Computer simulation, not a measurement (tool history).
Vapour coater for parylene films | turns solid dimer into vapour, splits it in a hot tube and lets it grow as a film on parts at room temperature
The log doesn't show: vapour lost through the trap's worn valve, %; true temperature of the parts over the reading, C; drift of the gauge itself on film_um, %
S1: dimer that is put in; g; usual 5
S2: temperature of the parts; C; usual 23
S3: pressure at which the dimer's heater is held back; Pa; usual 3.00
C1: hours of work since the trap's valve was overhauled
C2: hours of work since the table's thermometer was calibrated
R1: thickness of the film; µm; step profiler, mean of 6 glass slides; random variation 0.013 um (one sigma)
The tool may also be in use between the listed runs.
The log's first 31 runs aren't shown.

{"run": 32, "day": 21.592, "S1": 2, "S2": 26, "S3": 4.45, "C1": 285, "C2": 326, "R1": 0.81}
{"run": 33, "day": 22.388, "S1": 2, "S2": 26, "S3": 4.45, "C1": 293, "C2": 334, "R1": 0.82}
{"run": 34, "day": 23.375, "S1": 4, "S2": 23, "S3": 9.51, "C1": 303, "C2": 343, "R1": 1.64}
{"day": 24.029, "done": "trap's valve overhauled"}
{"run": 35, "day": 24.25, "S1": 4, "S2": 23, "S3": 2.69, "C1": 2, "C2": 350, "R1": 1.9}
{"run": 36, "day": 24.804, "S1": 4, "S2": 23, "S3": 2.69, "C1": 8, "C2": 356, "R1": 1.9}
{"run": 37, "day": 25.346, "S1": 4, "S2": 23, "S3": 2.69, "C1": 13, "C2": 361, "R1": 1.91}
{"run": 38, "day": 26.104, "S1": 4, "S2": 23, "S3": 2.69, "C1": 21, "C2": 369, "R1": 1.95}
{"run": 39, "day": 26.767, "S1": 4, "S2": 23, "S3": 2.69, "C1": 27, "C2": 375, "R1": 1.92}
{"run": 40, "day": 27.679, "S1": 9, "S2": 26, "S3": 5.38, "C1": 36, "C2": 384, "R1": 3.62}
{"run": 41, "day": 28.371, "S1": 3, "S2": 35, "S3": 3.0, "C1": 43, "C2": 391, "R1": 0.94}
{"run": 42, "day": 29.358, "S1": 2, "S2": 35, "S3": 4.24, "C1": 53, "C2": 401, "R1": 0.6}
{"run": 43, "day": 30.108, "S1": 2, "S2": 35, "S3": 4.24, "C1": 60, "C2": 408, "R1": 0.61}

Forecast run 44:
{"run": 44, "day": 30.633, "S1": 2, "S2": 35, "S3": 4.24, "C1": 65, "C2": 414, "R1": "?"}

{"run 44": {"R1": 0.61}}
Without the tool's hidden state the same run would have given R1 0.61 µm.

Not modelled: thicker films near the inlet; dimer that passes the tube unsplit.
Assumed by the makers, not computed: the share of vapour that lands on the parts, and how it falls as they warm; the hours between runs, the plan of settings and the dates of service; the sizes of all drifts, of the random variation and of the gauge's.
